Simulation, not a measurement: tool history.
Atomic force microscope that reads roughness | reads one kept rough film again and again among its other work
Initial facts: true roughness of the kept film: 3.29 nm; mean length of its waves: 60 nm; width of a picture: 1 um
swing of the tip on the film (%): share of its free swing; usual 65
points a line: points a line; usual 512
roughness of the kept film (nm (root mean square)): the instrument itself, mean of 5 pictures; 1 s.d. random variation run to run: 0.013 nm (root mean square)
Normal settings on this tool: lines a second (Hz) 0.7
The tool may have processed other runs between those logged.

run	hour	lines a second (Hz)	swing of the tip on the film (%)	points a line	roughness of the kept film (nm (root mean square))
1	0	0.7	65	512	3.116
2	18.9	0.7	65	512	3.099
3	46.8	0.7	65	868	3.055
4	66.3	0.7	65	868	3.061
5	82.3	0.7	65	512	3.07
6	98.3	0.7	65	512	3.054
7	113.6	0.7	64	512	3.034
8	126.9	0.7	65	512	3.025
9	144.2	1.281	62	779	2.973
# hour 149.5: new tip fitted
10	158.9	1.661	89	522	2.842
11	177.3	1.103	65	357	3.096
12	202.3	3.279	68	570	2.915
13	228.6	3.279	68	570	2.879

Alternative continuations, all from the tool just after run 13; predict every row:
A	256.4	1.778	65	512	?
B	256.4	3.279	68	611	?
C	256.4	2.281	68	570	?

run	roughness of the kept film (nm (root mean square))
A	2.98
B	2.842
C	2.941
Had the tool no hidden state, the same runs would have come out as:
run	roughness of the kept film (nm (root mean square))
A	3.091
B	2.947
C	3.05
